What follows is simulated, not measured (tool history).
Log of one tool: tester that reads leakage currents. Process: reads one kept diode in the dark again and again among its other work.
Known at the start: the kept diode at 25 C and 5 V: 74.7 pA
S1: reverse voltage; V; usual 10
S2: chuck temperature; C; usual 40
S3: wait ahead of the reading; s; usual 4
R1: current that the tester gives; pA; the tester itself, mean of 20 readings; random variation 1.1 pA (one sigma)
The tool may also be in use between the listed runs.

run    hour    S1  S2    S3       R1
  1       0    10  40     4   362.72
  2    39.8    10  40     4   364.71
  3    82.8    10  40     4   363.13
  4   122.8    10  40     4   363.66
  5   153.5    10  40  0.81   360.86
  6   192.1    10  40  0.81   361.75
  7   213.5    10  40  0.81    361.6
  8   241.5    10  40     4   360.03
  9   264.6    10  40     4    360.3
 10   290.4    10  40     4   358.36
 11   325.4    10  29     4   143.74
 12   361.3    10  29     4   142.67
 13   396.4    10  23     4    85.39
 14   439.6    10  23     4    85.27
 15     475    10  23     4    84.81
 16   494.4    10  23     4    85.18
 17   516.2    10  40  2.75   357.88
 18   551.1    10  40     4   355.13
 19   594.8    10  40     4   354.08
      598.7  -- tester calibrated
 20   633.3    10  40     4   355.17
 21   671.4    10  22  1.52    78.54
      692.8  -- tester calibrated, once more
 22   705.5   8.1  33  1.64   178.95
 23     749   2.8  33  1.41   109.26
 24   784.5   2.8  33  1.41    109.7
 25   820.7    10  27     4   118.64
 26     852    10  57     4  1291.75
 27   878.7    10  26     4   108.61
 28     921   3.9  44     4   309.05
 29   961.6   3.9  44     4   311.28
 30     987   6.1  45  4.29    410.9
 31  1008.3    10  22     4    76.49
 32    1044     2  35  2.03   109.78
 33  1081.8     2  35  2.03   109.07
 34  1116.2   1.2  52     4   331.85
 35  1151.8   3.2  29  0.57    82.73
 36  1184.7     1  31     4    56.31
 37  1224.7  15.2  41  0.68   453.39
 38    1245   1.5  22  0.89    31.02
 39  1265.4  12.4  40  3.47   378.46
 40  1297.1  12.4  27  0.41   132.86

Forecast each of these 4 alternatives for the next run:
  A  1323.7  12.4  27   1.3   ?
  B  1323.7     5  40  0.65   ?
  C  1323.7   2.1  50  9.92   ?
  D  1323.7    10  40  0.44   ?

run      R1
  A  130.45
  B  249.49
  C  365.16
  D   345.5
Without the tool's hidden state the same runs would have given:
run      R1
  A  136.36
  B  269.14
  C  394.77
  D  370.87
